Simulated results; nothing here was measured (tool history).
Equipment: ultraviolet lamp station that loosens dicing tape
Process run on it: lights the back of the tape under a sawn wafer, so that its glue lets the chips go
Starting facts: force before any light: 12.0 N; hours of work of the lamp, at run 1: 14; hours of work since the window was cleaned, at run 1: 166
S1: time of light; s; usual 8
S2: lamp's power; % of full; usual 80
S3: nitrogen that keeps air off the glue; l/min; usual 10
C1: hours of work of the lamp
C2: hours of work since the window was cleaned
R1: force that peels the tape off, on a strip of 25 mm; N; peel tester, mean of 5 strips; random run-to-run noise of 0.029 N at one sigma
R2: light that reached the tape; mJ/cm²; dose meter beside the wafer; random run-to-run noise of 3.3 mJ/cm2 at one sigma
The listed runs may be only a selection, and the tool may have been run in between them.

Run 1, day 0.000: usual settings; C1 14; C2 166. Result: R1 1.557 N, R2 488 mJ/cm².
Run 2, day 0.658: usual settings; C1 22; C2 175. Result: R1 1.599 N, R2 489 mJ/cm².
Run 3, day 1.912: usual settings; C1 39; C2 191. Result: R1 1.517 N, R2 487 mJ/cm².
Run 4, day 2.846: usual settings but S2 73 % of full; C1 51; C2 204. Result: R1 1.839 N, R2 440 mJ/cm².
Run 5, day 4.158: usual settings but S2 73 % of full; C1 69; C2 221. Result: R1 1.846 N, R2 440 mJ/cm².
Run 6, day 5.275: usual settings but S2 73 % of full; C1 84; C2 236. Result: R1 1.909 N, R2 437 mJ/cm².
Run 7, day 6.204: usual settings but S1 7 s; C1 96; C2 248. Result: R1 2.092 N, R2 418 mJ/cm².
Run 8, day 7.617: usual settings but S1 7 s; C1 115; C2 267. Result: R1 2.165 N, R2 411 mJ/cm².
Run 9, day 8.421: usual settings; C1 125; C2 278. Result: R1 1.710 N, R2 467 mJ/cm².
Run 10, day 9.688: usual settings but S2 77 % of full; C1 142; C2 294. Result: R1 1.815 N, R2 443 mJ/cm².
Run 11, day 10.333: usual settings but S2 77 % of full; C1 151; C2 303. Result: R1 1.864 N, R2 444 mJ/cm².
Run 12, day 11.621: usual settings but S2 77 % of full; C1 168; C2 320. Result: R1 1.914 N, R2 442 mJ/cm².
Run 13, day 12.758: usual settings but S1 11 s, S2 77 % of full; C1 183; C2 335. Result: R1 0.965 N, R2 605 mJ/cm².
Run 14, day 13.575: usual settings but S2 77 % of full, S3 11 l/min; C1 194; C2 346. Result: R1 1.756 N, R2 437 mJ/cm².
Run 15, day 14.721: usual settings but S2 96 % of full; C1 209; C2 361. Result: R1 1.222 N, R2 544 mJ/cm².
Run 16, day 15.638: usual settings but S2 96 % of full; C1 221; C2 373. Result: R1 1.290 N, R2 540 mJ/cm².
Run 17, day 17.008: usual settings but S1 10 s, S2 74 % of full; C1 239; C2 392. Result: R1 1.378 N, R2 515 mJ/cm².
Run 18, day 17.679: usual settings but S1 10 s, S2 74 % of full; C1 248; C2 401. Result: R1 1.382 N, R2 516 mJ/cm².
Run 19, day 19.083: usual settings but S1 10 s, S2 74 % of full; C1 267; C2 419. Result: R1 1.414 N, R2 511 mJ/cm².
Run 20, day 20.242: usual settings but S1 5 s, S2 74 % of full; C1 282; C2 435. Result: R1 3.983 N, R2 253 mJ/cm².
Run 21, day 20.904: usual settings but S1 12 s, S3 9 l/min; C1 291; C2 443. Result: R1 0.889 N, R2 653 mJ/cm².
Run 22, day 22.104: usual settings but S3 15 l/min; C1 307; C2 459. Result: R1 1.536 N, R2 434 mJ/cm².
Run 23, day 23.492: usual settings but S1 11 s; C1 325; C2 478. Result: R1 1.031 N, R2 587 mJ/cm².
Run 24, day 24.608: usual settings but S1 11 s; C1 340; C2 492. Result: R1 1.025 N, R2 586 mJ/cm².

Here are 5 independent what-if runs from the current tool condition. What would each one return?
Run A, day 25.267: usual settings but S1 11 s, S2 65 % of full, S3 14 l/min; C1 349; C2 501. Result: R1 ?, R2 ?.
Run B, day 25.267: usual settings but S1 7 s; C1 349; C2 501. Result: R1 ?, R2 ?.
Run C, day 25.267: usual settings but S1 11 s, S3 17 l/min; C1 349; C2 501. Result: R1 ?, R2 ?.
Run D, day 25.267: usual settings but S1 11 s, S2 88 % of full, S3 5 l/min; C1 349; C2 501. Result: R1 ?, R2 ?.
Run E, day 25.267: usual settings but S1 9 s; C1 349; C2 501. Result: R1 ?, R2 ?.

run     R1   R2
  A  1.324  478
  B  2.462  375
  C  0.733  587
  D  1.491  652
  E  1.606  484
With no hidden state in the tool, these same runs would have given:
run     R1   R2
  A  0.884  574
  B  1.813  450
  C  0.467  705
  D  1.004  784
  E  1.099  582

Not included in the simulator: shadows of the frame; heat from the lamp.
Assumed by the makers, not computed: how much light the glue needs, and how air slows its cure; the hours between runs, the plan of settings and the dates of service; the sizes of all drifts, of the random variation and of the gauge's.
